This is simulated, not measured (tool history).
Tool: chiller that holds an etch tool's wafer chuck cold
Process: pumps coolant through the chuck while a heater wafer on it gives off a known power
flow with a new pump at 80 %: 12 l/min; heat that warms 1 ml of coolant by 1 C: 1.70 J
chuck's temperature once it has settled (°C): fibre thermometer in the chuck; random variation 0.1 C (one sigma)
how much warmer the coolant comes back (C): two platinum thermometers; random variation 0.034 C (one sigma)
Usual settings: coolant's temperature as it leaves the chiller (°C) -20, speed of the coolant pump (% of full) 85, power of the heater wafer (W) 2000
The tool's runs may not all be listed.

| run | hour | coolant's temperature as it leaves the chiller (°C) | speed of the coolant pump (% of full) | power of the heater wafer (W) | chuck's temperature once it has settled (°C) | how much warmer the coolant comes back (C) |
|---|---|---|---|---|---|---|
| 1 | 0 | -20 | 85 | 2000 | -6.3 | 5.51 |
| 2 | 33.7 | -20 | 85 | 2000 | -6.1 | 5.5 |
| 3 | 61.9 | -20 | 85 | 2000 | -6 | 5.49 |
| 4 | 101.7 | -20 | 85 | 2000 | -6 | 5.51 |
| 5 | 157.2 | -20 | 85 | 2000 | -5.9 | 5.58 |
| 6 | 184.7 | -20 | 85 | 2000 | -6 | 5.47 |
| 7 | 210.8 | -20 | 85 | 2000 | -6.2 | 5.55 |
| 8 | 266.4 | -20 | 85 | 2000 | -6.1 | 5.53 |
| 9 | 323.6 | -20 | 85 | 2000 | -6.1 | 5.53 |
| 10 | 368.7 | -20 | 76 | 2000 | -4.7 | 6.23 |
| 11 | 401.8 | -20 | 76 | 2000 | -5.1 | 6.22 |
| 12 | 448 | -20 | 76 | 2000 | -4.7 | 6.17 |
| 13 | 478.1 | -20 | 85 | 2000 | -6 | 5.49 |
|  | 521.9 | coolant changed, channels flushed |
| 14 | 533.3 | -20 | 85 | 2000 | -6.1 | 5.48 |
| 15 | 581.7 | -20 | 85 | 2000 | -6 | 5.51 |
| 16 | 609.9 | -20 | 85 | 2000 | -6.1 | 5.51 |
| 17 | 642.2 | -15 | 70 | 2000 | 1.2 | 6.8 |
| 18 | 686.8 | -17 | 79 | 2000 | -2.4 | 5.95 |
| 19 | 739.6 | -20 | 91 | 2000 | -6.8 | 5.1 |
| 20 | 767.9 | -20 | 91 | 2000 | -6.7 | 5.14 |
| 21 | 820.2 | -22 | 82 | 2000 | -7.6 | 5.72 |
|  | 849.4 | chiller's thermometer calibrated |
| 22 | 876.9 | -17 | 82 | 2586 | 1.6 | 7.43 |
| 23 | 923.6 | -14 | 85 | 2000 | 0 | 5.51 |
| 24 | 957 | -14 | 96 | 2000 | -1.2 | 4.85 |
| 25 | 1009.9 | -20 | 85 | 2354 | -3.6 | 6.54 |
| 26 | 1069.6 | -20 | 99 | 1122 | -13.1 | 2.67 |
| 27 | 1122.6 | -24 | 62 | 1415 | -11.6 | 5.43 |
| 28 | 1157.2 | -18 | 73 | 2040 | -2 | 6.65 |
| 29 | 1212.7 | -18 | 73 | 2040 | -2.1 | 6.71 |
| 30 | 1262.2 | -18 | 73 | 2040 | -2 | 6.65 |
| 31 | 1306.4 | -18 | 73 | 2040 | -1.9 | 6.61 |

Forecast each of these 5 alternatives for the next run:
| A | 1332.6 | -24 | 72 | 2040 | ? | ? |
| B | 1332.6 | -20 | 64 | 1017 | ? | ? |
| C | 1332.6 | -21 | 85 | 1984 | ? | ? |
| D | 1332.6 | -21 | 63 | 2000 | ? | ? |
| E | 1332.6 | -19 | 65 | 2935 | ? | ? |

| run | chuck's temperature once it has settled (°C) | how much warmer the coolant comes back (C) |
|---|---|---|
| A | -8.1 | 6.72 |
| B | -11.3 | 3.77 |
| C | -7.2 | 5.52 |
| D | -3.8 | 7.63 |
| E | 5.8 | 10.79 |
Without the tool's hidden state the same runs would have given:
| run | chuck's temperature once it has settled (°C) | how much warmer the coolant comes back (C) |
|---|---|---|
| A | -8.1 | 6.72 |
| B | -11.3 | 3.77 |
| C | -7.2 | 5.52 |
| D | -3.8 | 7.63 |
| E | 5.8 | 10.78 |
